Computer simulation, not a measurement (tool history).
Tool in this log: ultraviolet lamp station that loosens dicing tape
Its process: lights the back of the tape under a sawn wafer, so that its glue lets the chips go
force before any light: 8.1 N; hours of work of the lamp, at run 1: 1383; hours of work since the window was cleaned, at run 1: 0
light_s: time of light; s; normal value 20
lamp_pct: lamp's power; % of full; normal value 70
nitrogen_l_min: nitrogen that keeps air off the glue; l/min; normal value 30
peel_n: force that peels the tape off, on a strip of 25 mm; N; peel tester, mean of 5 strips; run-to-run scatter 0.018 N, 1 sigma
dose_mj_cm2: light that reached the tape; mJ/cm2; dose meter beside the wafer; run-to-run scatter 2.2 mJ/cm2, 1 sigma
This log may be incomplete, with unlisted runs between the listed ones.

run,hour,light_s,lamp_pct,nitrogen_l_min,hours of work of the lamp,hours of work since the window was cleaned,peel_n,dose_mj_cm2
1,0,20,70,30,1383,0,1.94,117
2,42.9,20,70,30,1403,20,1.944,113
3,110.4,20,70,30,1434,52,2.01,110
4,167.2,20,70,30,1461,78,2.175,108
5,233.5,19,70,30,1492,109,2.217,103
6,311.3,15,70,30,1528,145,3.127,77
7,354.4,15,70,30,1548,166,3.078,76
8,411,12,70,30,1575,192,3.976,59
9,461.8,12,70,30,1599,216,4.004,55
# hour 500: window cleaned of glue's vapour
10,518.1,12,70,30,1625,8,3.618,62
# hour 535.6: lamp changed
11,583.7,12,88,30,22,39,1.586,129
12,651.1,12,70,30,54,70,2.363,98
13,703.5,12,70,30,78,95,2.279,100
14,743.4,12,70,30,97,113,2.416,96
15,797.4,20,70,15,122,138,1.787,156
16,862.2,20,70,15,153,169,1.832,154
17,903.6,20,70,30,172,188,1.189,156
18,960,20,70,30,198,214,1.282,152
19,997.8,20,70,30,216,232,1.25,147
# hour 1002.9: window cleaned of glue's vapour
20,1053.6,20,70,30,242,24,1.039,169
21,1113.1,14,70,30,270,51,2.042,114
22,1181.2,14,70,30,301,83,2.063,113
23,1231.3,20,63,46,325,107,1.076,140
24,1275.3,15,75,59,345,127,1.194,126
25,1329.2,28,85,10,371,152,1.107,252
26,1393.8,28,85,10,401,183,1.131,248
27,1444.7,28,96,42,425,206,0.21,273
# hour 1501.6: window cleaned of glue's vapour
28,1518.1,28,96,42,459,8,0.179,305
29,1589,17,88,33,492,41,0.993,167
30,1650.1,17,65,33,520,69,1.774,119
31,1708.6,20,66,34,548,97,1.424,139
32,1753,20,66,34,568,117,1.394,135
33,1801.3,32,92,44,591,140,0.159,308
34,1849.4,32,92,44,613,163,0.179,294
35,1906.5,25,92,16,640,189,0.939,223
36,1955.8,38,68,59,663,212,0.226,245
37,1990.9,28,75,44,680,229,0.514,191
# hour 2000.1: window cleaned of glue's vapour
38,2067.5,15,92,30,715,31,1.323,143

Alternative continuations, all from the tool just after run 38; predict every row:
A,2145.9,17,70,30,752,68,?,?
B,2145.9,25,83,56,752,68,?,?
C,2145.9,20,70,42,752,68,?,?
D,2145.9,25,65,24,752,68,?,?
E,2145.9,15,92,18,752,68,?,?

run,peel_n,dose_mj_cm2
A,1.776,121
B,0.372,209
C,1.135,142
D,1.243,162
E,1.885,137
Had the tool no hidden state, the same runs would have come out as:
run,peel_n,dose_mj_cm2
A,1.198,153
B,0.19,266
C,0.683,180
D,0.77,207
E,1.297,174
